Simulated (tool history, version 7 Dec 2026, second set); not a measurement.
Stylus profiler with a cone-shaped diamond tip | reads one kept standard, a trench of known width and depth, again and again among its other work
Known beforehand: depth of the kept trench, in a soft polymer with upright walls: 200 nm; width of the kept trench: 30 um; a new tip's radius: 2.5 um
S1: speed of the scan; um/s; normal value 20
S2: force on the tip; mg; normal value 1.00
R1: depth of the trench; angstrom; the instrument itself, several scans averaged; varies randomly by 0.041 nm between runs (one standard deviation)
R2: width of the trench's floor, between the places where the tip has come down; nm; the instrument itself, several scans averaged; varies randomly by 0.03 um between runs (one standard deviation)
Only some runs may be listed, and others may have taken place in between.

run,hour,S1,S2,R1,R2
1,0.0,20,1.00,2011.8,27850
2,16.0,20,0.53,2007.9,27810
3,36.3,20,0.42,2006.2,27820
4,49.0,20,0.42,2006.5,27840
5,64.8,20,0.42,2006.8,27860
6,82.2,10,1.00,2011.8,27960
7,101.2,10,1.00,2011.8,27970
8,113.0,10,1.00,2011.4,28020
9,123.4,10,1.00,2011.7,27950
10,136.1,10,1.00,2011.5,27970
11,154.8,10,1.00,2012.2,27980
12,168.9,10,1.00,2011.7,27930
13,180.4,10,1.00,2011.6,28020
14,199.6,20,0.48,2006.7,27850
15,211.8,20,0.52,2007.2,27790
16,224.1,20,0.52,2007.3,27900
17,240.7,20,0.52,2007.6,27850
18,255.5,13,1.95,2019.2,27980
19,265.4,8,1.80,2017.6,28010
20,281.8,8,1.80,2017.8,27980
21,293.8,77,1.05,2012.6,27470
22,308.8,77,1.05,2012.4,27500
23,321.3,77,1.05,2012.5,27420
24,331.0,77,0.59,2008.1,27300
25,351.9,41,0.71,2008.8,27690
26,369.2,9,0.66,2008.1,27980
27,382.3,7,0.42,2006.5,27970
28,395.1,7,0.42,2006.4,27960
29,407.2,8,0.37,2005.9,27960

Here are 5 independent what-if runs from the current tool condition. What would each one return?
A,421.8,27,1.07,?,?
B,421.8,30,0.89,?,?
C,421.8,46,1.00,?,?
D,421.8,13,0.49,?,?
E,421.8,14,1.59,?,?

run,R1,R2
A,2012.1,27840
B,2010.3,27800
C,2011.9,27750
D,2007.4,27890
E,2015.6,27980
Had the tool no hidden state, the same runs would have come out as:
run,R1,R2
A,2012.1,27840
B,2010.3,27800
C,2011.9,27750
D,2007.4,27900
E,2015.5,27990

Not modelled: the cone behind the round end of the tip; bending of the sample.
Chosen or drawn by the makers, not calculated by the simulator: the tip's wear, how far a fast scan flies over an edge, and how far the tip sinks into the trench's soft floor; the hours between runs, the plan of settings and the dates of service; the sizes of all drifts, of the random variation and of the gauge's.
